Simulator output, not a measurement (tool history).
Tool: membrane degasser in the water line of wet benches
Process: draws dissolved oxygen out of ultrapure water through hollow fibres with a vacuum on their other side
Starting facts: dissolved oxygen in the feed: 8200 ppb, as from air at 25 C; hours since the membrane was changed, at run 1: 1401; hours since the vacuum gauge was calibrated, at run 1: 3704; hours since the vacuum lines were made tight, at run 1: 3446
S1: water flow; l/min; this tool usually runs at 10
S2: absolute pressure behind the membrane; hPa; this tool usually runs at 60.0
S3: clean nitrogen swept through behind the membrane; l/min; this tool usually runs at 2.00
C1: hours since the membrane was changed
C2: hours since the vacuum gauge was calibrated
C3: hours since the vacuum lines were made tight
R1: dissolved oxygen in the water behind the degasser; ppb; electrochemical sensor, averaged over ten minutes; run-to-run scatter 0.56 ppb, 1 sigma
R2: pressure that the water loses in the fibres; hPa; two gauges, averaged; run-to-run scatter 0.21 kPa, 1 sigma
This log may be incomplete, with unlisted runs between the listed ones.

Run 1, hour 0.0: usual settings; C1 1401; C2 3704; C3 3446. Result: R1 51.6 ppb, R2 511.8 hPa.
Run 2, hour 61.4: usual settings but S1 9 l/min; C1 1463; C2 3765; C3 3508. Result: R1 43.5 ppb, R2 462.5 hPa.
Run 3, hour 116.4: usual settings; C1 1518; C2 3820; C3 3563. Result: R1 50.8 ppb, R2 514.4 hPa.
Run 4, hour 158.3: usual settings but S3 4.37 l/min; C1 1560; C2 3862; C3 3605. Result: R1 31.9 ppb, R2 517.4 hPa.
Run 5, hour 252.9: usual settings but S1 11 l/min, S3 4.37 l/min; C1 1654; C2 3957; C3 3699. Result: R1 37.9 ppb, R2 564.8 hPa.
Run 6, hour 332.3: usual settings but S1 11 l/min, S3 4.37 l/min; C1 1733; C2 4036; C3 3779. Result: R1 40.1 ppb, R2 564.8 hPa.
Run 7, hour 413.9: usual settings but S1 11 l/min, S3 4.37 l/min; C1 1815; C2 4118; C3 3860. Result: R1 39.1 ppb, R2 568.9 hPa.
Run 8, hour 483.9: usual settings but S3 5.62 l/min; C1 1885; C2 4188; C3 3930. Result: R1 28.4 ppb, R2 512.6 hPa.
Run 9, hour 539.4: usual settings but S2 70.7 hPa; C1 1941; C2 4243; C3 3986. Result: R1 65.6 ppb, R2 518.2 hPa.
Run 10, hour 616.2: usual settings; C1 2017; C2 4320; C3 4063. Result: R1 52.7 ppb, R2 515.2 hPa.
Run 11, hour 673.8: usual settings but S3 1.33 l/min; C1 2075; C2 4378; C3 4120. Result: R1 70.6 ppb, R2 514.3 hPa.
Run 12, hour 741.3: usual settings but S3 1.33 l/min; C1 2143; C2 4445; C3 4188. Result: R1 70.0 ppb, R2 517.0 hPa.
Run 13, hour 825.2: usual settings but S1 8 l/min; C1 2226; C2 4529; C3 4272. Result: R1 37.4 ppb, R2 414.0 hPa.
Run 14, hour 866.5: usual settings but S1 8 l/min; C1 2268; C2 4571; C3 4313. Result: R1 38.2 ppb, R2 416.3 hPa.
Run 15, hour 935.3: usual settings but S1 8 l/min; C1 2337; C2 4639; C3 4382. Result: R1 38.2 ppb, R2 416.3 hPa.
Run 16, hour 988.2: usual settings but S1 8 l/min, S3 0.95 l/min; C1 2389; C2 4692; C3 4435. Result: R1 70.0 ppb, R2 414.0 hPa.
At hour 1016.4: vacuum gauge calibrated.
Run 17, hour 1073.8: usual settings but S1 7 l/min, S3 1.43 l/min; C1 2475; C2 57; C3 4520. Result: R1 42.4 ppb, R2 365.7 hPa.
Run 18, hour 1132.4: usual settings but S1 6 l/min; C1 2533; C2 116; C3 4578. Result: R1 26.0 ppb, R2 312.3 hPa.
Run 19, hour 1176.1: usual settings but S1 6 l/min, S2 146.9 hPa, S3 5.58 l/min; C1 2577; C2 160; C3 4622. Result: R1 36.5 ppb, R2 311.8 hPa.
Run 20, hour 1215.7: usual settings but S1 6 l/min, S2 146.9 hPa, S3 5.58 l/min; C1 2616; C2 199; C3 4662. Result: R1 36.6 ppb, R2 313.4 hPa.
Run 21, hour 1263.2: usual settings but S1 6 l/min, S2 146.9 hPa, S3 5.58 l/min; C1 2664; C2 247; C3 4709. Result: R1 36.8 ppb, R2 311.8 hPa.
Run 22, hour 1328.7: usual settings but S1 14 l/min, S3 0.88 l/min; C1 2729; C2 312; C3 4775. Result: R1 158.8 ppb, R2 726.8 hPa.
At hour 1369.5: seals of the vacuum lines changed.
At hour 1401.8: vacuum gauge calibrated, once more.
Run 23, hour 1416.7: usual settings but S1 14 l/min, S3 0.88 l/min; C1 2815; C2 15; C3 47. Result: R1 147.0 ppb, R2 729.3 hPa.
Run 24, hour 1488.4: usual settings but S1 14 l/min, S3 0.88 l/min; C1 2887; C2 87; C3 118. Result: R1 145.9 ppb, R2 730.6 hPa.
Run 25, hour 1549.5: usual settings but S3 2.12 l/min; C1 2948; C2 148; C3 179. Result: R1 47.0 ppb, R2 520.7 hPa.
Run 26, hour 1603.1: usual settings but S3 2.12 l/min; C1 3001; C2 201; C3 233. Result: R1 48.3 ppb, R2 521.9 hPa.
Run 27, hour 1641.8: usual settings but S2 67.4 hPa, S3 1.71 l/min; C1 3040; C2 240; C3 272. Result: R1 67.8 ppb, R2 523.6 hPa.
Run 28, hour 1682.4: usual settings but S1 15 l/min, S2 129.7 hPa, S3 1.77 l/min; C1 3081; C2 281; C3 312. Result: R1 253.7 ppb, R2 780.8 hPa.
Run 29, hour 1777.0: usual settings but S1 15 l/min, S2 129.7 hPa, S3 1.77 l/min; C1 3175; C2 375; C3 407. Result: R1 247.0 ppb, R2 786.2 hPa.
Run 30, hour 1831.3: usual settings but S1 15 l/min, S2 106.9 hPa, S3 4.65 l/min; C1 3230; C2 430; C3 461. Result: R1 116.9 ppb, R2 786.1 hPa.
Run 31, hour 1904.1: usual settings but S1 15 l/min, S2 106.9 hPa, S3 4.65 l/min; C1 3302; C2 502; C3 534. Result: R1 114.5 ppb, R2 783.7 hPa.
Run 32, hour 1990.6: usual settings but S1 15 l/min, S2 106.9 hPa, S3 4.65 l/min; C1 3389; C2 589; C3 621. Result: R1 116.5 ppb, R2 781.4 hPa.

Measured result minus the same run's result without the hidden state. Both carry the same run-to-run variation, though not necessarily the same gauge scatter:
The tool's hidden condition here consists of: membrane still open, %; true pressure behind the membrane over the reading, kPa; air that leaks in behind the membrane, l/min; drift of the gauge itself on oxygen_ppb, %; drift of the gauge itself on loss_of_pressure_kpa, %.
run     R1     R2
  1   +4.5   +6.4
  2   +4.1   +6.0
  3   +4.6   +6.9
  4   +2.9   +7.2
  5   +3.4   +8.3
  6   +3.7   +8.6
  7   +3.7   +9.1
  8   +3.0   +8.6
  9   +5.9   +8.9
 10   +5.5   +9.2
 11   +7.3   +9.5
 12   +7.4   +9.9
 13   +4.6   +8.1
 14   +4.7   +8.4
 15   +4.7   +8.6
 16   +8.4   +8.9
 17   +6.3   +8.0
 18   +4.3   +7.1
 19   +4.1   +7.2
 20   +4.1   +7.3
 21   +4.2   +7.4
 22  +18.1  +17.7
 23   +5.8  +18.4
 24   +6.0  +18.8
 25   +2.5  +13.7
 26   +2.7  +14.0
 27   +2.9  +14.2
 28   +8.4  +21.5
 29   +8.6  +22.2
 30   +8.3  +22.6
 31   +8.4  +23.2
 32   +8.8  +23.6
